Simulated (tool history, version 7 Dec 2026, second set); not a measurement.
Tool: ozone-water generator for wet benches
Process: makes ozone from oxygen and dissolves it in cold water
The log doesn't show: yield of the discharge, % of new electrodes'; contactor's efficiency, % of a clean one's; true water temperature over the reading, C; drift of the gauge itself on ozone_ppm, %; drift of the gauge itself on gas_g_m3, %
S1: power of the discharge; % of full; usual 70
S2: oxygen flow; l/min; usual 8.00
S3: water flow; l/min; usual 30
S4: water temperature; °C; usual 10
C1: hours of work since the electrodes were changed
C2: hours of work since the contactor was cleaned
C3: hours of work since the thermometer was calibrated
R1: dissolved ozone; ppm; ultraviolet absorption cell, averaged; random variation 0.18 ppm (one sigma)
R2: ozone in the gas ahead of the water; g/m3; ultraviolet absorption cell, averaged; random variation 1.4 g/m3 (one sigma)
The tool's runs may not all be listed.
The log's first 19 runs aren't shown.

| run | hour | S1 | S2 | S3 | S4 | C1 | C2 | C3 | R1 | R2 |
|---|---|---|---|---|---|---|---|---|---|---|
|  | 1069.4 | contactor cleaned, once more |
| 20 | 1117.8 | 70 | 8.00 | 20 | 6 | 1716 | 43 | 2424 | 37.0 | 256.8 |
| 21 | 1200.2 | 70 | 11.63 | 45 | 10 | 1789 | 116 | 2497 | 15.2 | 205.3 |
| 22 | 1254.4 | 96 | 5.89 | 21 | 10 | 1838 | 164 | 2545 | 42.1 | 385.0 |
| 23 | 1320.0 | 70 | 8.00 | 30 | 15 | 1896 | 223 | 2603 | 22.2 | 255.8 |
| 24 | 1357.6 | 55 | 8.00 | 30 | 16 | 1929 | 256 | 2637 | 18.3 | 214.9 |
| 25 | 1429.5 | 93 | 9.38 | 19 | 15 | 1993 | 320 | 2701 | 40.0 | 282.3 |
| 26 | 1506.3 | 70 | 5.07 | 30 | 10 | 2061 | 388 | 2769 | 22.5 | 332.4 |
| 27 | 1584.5 | 70 | 4.03 | 43 | 15 | 2131 | 457 | 2838 | 13.2 | 379.2 |
|  | 1661.3 | water thermometer calibrated |
| 28 | 1661.3 | 61 | 12.98 | 30 | 9 | 2199 | 525 | 0 | 21.1 | 173.7 |
| 29 | 1695.5 | 61 | 12.98 | 30 | 9 | 2229 | 556 | 30 | 21.0 | 174.1 |
| 30 | 1763.7 | 70 | 4.10 | 30 | 10 | 2290 | 616 | 91 | 21.6 | 377.1 |
| 31 | 1821.4 | 41 | 10.40 | 30 | 6 | 2341 | 667 | 142 | 16.9 | 148.4 |
| 32 | 1868.8 | 70 | 8.00 | 43 | 10 | 2383 | 710 | 184 | 15.5 | 251.5 |

3 ways to go on from here, each from the tool as it stands after run 32. What would each give?
| A | 1903.3 | 70 | 8.00 | 29 | 10 | 2413 | 740 | 215 | ? | ? |
| B | 1903.3 | 43 | 9.10 | 31 | 10 | 2413 | 740 | 215 | ? | ? |
| C | 1903.3 | 50 | 8.00 | 41 | 11 | 2413 | 740 | 215 | ? | ? |

| run | R1 | R2 |
|---|---|---|
| A | 23.7 | 252.1 |
| B | 15.9 | 165.4 |
| C | 12.6 | 198.8 |
Without the tool's hidden state the same runs would have given:
| run | R1 | R2 |
|---|---|---|
| A | 25.7 | 268.1 |
| B | 16.8 | 172.1 |
| C | 13.5 | 208.3 |

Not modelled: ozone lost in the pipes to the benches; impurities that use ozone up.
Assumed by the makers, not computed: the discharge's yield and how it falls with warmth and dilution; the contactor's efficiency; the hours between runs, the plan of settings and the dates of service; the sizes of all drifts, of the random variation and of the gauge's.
